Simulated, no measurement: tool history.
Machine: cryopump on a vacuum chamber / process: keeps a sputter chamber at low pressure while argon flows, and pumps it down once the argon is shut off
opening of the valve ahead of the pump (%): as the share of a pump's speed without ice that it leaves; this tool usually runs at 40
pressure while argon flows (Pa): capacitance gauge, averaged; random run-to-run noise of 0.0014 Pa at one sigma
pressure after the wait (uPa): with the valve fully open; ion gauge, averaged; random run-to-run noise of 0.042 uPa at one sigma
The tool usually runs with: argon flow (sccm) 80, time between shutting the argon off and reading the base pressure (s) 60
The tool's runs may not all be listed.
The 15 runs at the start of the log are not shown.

run    hour  argon flow (sccm)  time between shutting the argon off and reading the base pressure (s)  opening of the valve ahead of the pump (%)  hours of work since the pump was warmed up and emptied  hours of work since the cold head was overhauled  hours of work since the chamber's fittings were tightened  pressure while argon flows (Pa)  pressure after the wait (uPa)
     1120.5  -- pump warmed up, emptied and cooled again
 16  1154.9                 80                                                                     60                                          40                                                      26                                              2631                                                       2972                           0.3311                           5.07
 17  1232.5                 80                                                                     60                                          40                                                      83                                              2689                                                       3030                           0.3389                           5.46
 18  1301.9                 70                                                                     55                                          45                                                     135                                              2741                                                       3082                           0.2706                           5.81
 19  1391.5                 43                                                                     55                                          18                                                     201                                              2807                                                       3148                           0.4032                           5.91
 20  1503.5                 43                                                                     55                                          18                                                     284                                              2890                                                       3231                           0.4129                           6.16
 21  1560.3                 52                                                                     38                                          34                                                     327                                              2932                                                       3274                           0.2763                           7.46
 22  1644.5                112                                                                     91                                          23                                                     389                                              2995                                                       3336                           0.8769                           5.92
     1670.1  -- pump warmed up, emptied and cooled again
 23  1746.5                 98                                                                     51                                          23                                                      57                                              3067                                                       3408                           0.7085                              6
 24  1813.1                 36                                                                     25                                          42                                                     106                                              3117                                                       3458                           0.1462                           8.62
 25  1864.2                 36                                                                     51                                          42                                                     144                                              3154                                                       3496                           0.1496                           6.31
 26  1930.1                 61                                                                     58                                          17                                                     193                                              3203                                                       3545                           0.6072                           6.17
     1942.7  -- leaking fittings of the chamber tightened, without venting
 27  2011.2                 46                                                                     58                                          21                                                     252                                              3262                                                         51                           0.3787                           2.69
 28  2119.1                 46                                                                     58                                          21                                                     332                                              3342                                                        131                           0.3836                            2.8
 29  2165.6                 46                                                                     37                                          21                                                     367                                              3377                                                        166                            0.388                           4.09
     2219.2  -- pump warmed up, emptied and cooled again
 30  2252.4                 46                                                                     37                                          21                                                      25                                              3438                                                        226                           0.3642                           4.09
 31  2338.6                134                                                                     26                                          47                                                      89                                              3502                                                        290                           0.4904                           5.64
 32  2423.6                 49                                                                     60                                          23                                                     152                                              3565                                                        354                           0.3619                           2.76
 33  2512.8                 38                                                                     39                                          47                                                     218                                              3631                                                        420                           0.1458                           4.14
 34  2603.1                 80                                                                     97                                          19                                                     285                                              3698                                                        487                           0.7289                           2.21

Each row is a separate what-if for the run after 34, all from the same tool condition, not one after another. Results?
  A  2705.5                 43                                                                     56                                          24                                                     361                                              3774                                                        563                                ?                              ?
  B  2705.5                 49                                                                     97                                          31                                                     361                                              3774                                                        563                                ?                              ?
  C  2705.5                 80                                                                     28                                          40                                                     361                                              3774                                                        563                                ?                              ?
  D  2705.5                 53                                                                    115                                          40                                                     361                                              3774                                                        563                                ?                              ?

run  pressure while argon flows (Pa)  pressure after the wait (uPa)
  A                           0.3201                            3.3
  B                           0.2887                           2.46
  C                           0.3743                           5.82
  D                           0.2472                            2.3
With the hidden condition removed and each run's random variation left untouched, the same runs would have given:
run  pressure while argon flows (Pa)  pressure after the wait (uPa)
  A                            0.294                           2.54
  B                            0.259                           1.66
  C                           0.3259                           5.01
  D                           0.2152                           1.49
